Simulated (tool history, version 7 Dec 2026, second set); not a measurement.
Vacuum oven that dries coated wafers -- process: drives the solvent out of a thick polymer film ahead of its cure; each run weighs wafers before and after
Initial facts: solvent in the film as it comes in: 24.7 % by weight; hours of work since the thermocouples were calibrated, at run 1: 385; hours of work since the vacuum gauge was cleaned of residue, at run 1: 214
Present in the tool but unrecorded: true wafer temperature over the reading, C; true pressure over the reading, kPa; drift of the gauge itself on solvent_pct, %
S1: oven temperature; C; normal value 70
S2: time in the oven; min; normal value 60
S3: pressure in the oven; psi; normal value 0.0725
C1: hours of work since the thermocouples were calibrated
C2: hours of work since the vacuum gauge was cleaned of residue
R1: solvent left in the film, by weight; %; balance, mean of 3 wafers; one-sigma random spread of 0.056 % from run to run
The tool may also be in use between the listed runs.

run     day  S1  S2      S3   C1   C2     R1
  1   0.000  70  60  0.0725  385  214   2.54
  2   0.629  70  60  0.0725  394  223   2.36
  3   1.554  70  60  0.2718  407  236   3.25
  4   2.312  70  60  0.2718  417  247   3.24
  5   3.121  70  60  0.1186  429  258   2.61
  6   3.571  70  60  0.1186  435  264   2.60
  7   4.312  70  60  0.1186  446  275   2.60
  8   5.083  70  60  0.0725  457  286   2.49
  9   5.579  81  60  0.0725  464  293   0.69
 10   6.446  70  60  0.1152  476  305   2.58
 11   6.838  70  60  0.2834  481  311   3.23
 12   7.246  70  60  0.2834  487  316   3.26
 13   7.771  70  60  0.0725  495  324   2.47
 14   8.492  70  60  0.0725  505  334   2.49
 15   9.379  70  60  0.1262  517  347   2.70
 16  10.233  70  60  0.1262  529  359   2.62
 17  11.142  78  60  0.0725  542  371   0.95
 18  11.875  78  97  0.0725  553  382   0.31
 19  12.367  78  97  0.0725  560  389   0.35
 20  13.133  78  97  0.0725  570  400   0.35
 21  14.025  74  97  0.0725  583  412   0.45
 22  14.571  74  97  0.0725  591  420   0.46
 23  14.988  74  97  0.0725  597  426   0.43
 24  15.392  74  97  0.0725  602  432   0.55
 25  15.917  74  97  0.0725  610  439   0.58
 26  16.562  74  97  0.0725  619  448   0.44
 27  17.146  66  68  0.0937  627  456   3.03
 28  17.979  64  69  0.0725  639  468   3.45
 29  18.654  69  31  0.2479  649  478   7.40
 30  19.471  69  31  0.2479  660  489   7.55
 31  19.971  69  31  0.2479  667  496   7.68
 32  20.446  62  60  0.1469  674  503   5.22
 33  21.238  62  60  0.1469  685  514   5.50
 34  22.054  64  42  0.1487  697  526   7.05
 35  22.842  58  34  0.0802  708  537  10.53
 36  23.471  79  40  0.0888  717  546   2.18
 37  24.258  68  60  0.0725  728  557   3.03
 38  24.908  67  62  0.2721  737  566   4.00
 39  25.508  67  62  0.1629  745  575   3.54
 40  26.425  67  40  0.0461  758  588   5.77
 41  27.088  84  95  0.0424  768  597   0.08
 42  27.500  84  95  0.0424  774  603   0.18
 43  28.196  79  51  0.0725  783  613   1.17
 44  28.904  70  47  0.0725  793  623   3.72
 45  29.588  57  78  0.0725  803  632   5.22
 46  30.329  70  43  0.0441  814  643   4.38
 47  30.808  70  37  0.0725  820  650   5.35

4 ways to go on from here, each from the tool as it stands after run 47. What would each give?
  A  31.412  70  60  0.0506  829  658   ?
  B  31.412  76  60  0.0725  829  658   ?
  C  31.412  70  84  0.0496  829  658   ?
  D  31.412  70  67  0.0709  829  658   ?

run    R1
  A  2.38
  B  1.27
  C  1.00
  D  1.94
With no hidden state in the tool, these same runs would have given:
run    R1
  A  2.37
  B  1.26
  C  0.99
  D  1.93

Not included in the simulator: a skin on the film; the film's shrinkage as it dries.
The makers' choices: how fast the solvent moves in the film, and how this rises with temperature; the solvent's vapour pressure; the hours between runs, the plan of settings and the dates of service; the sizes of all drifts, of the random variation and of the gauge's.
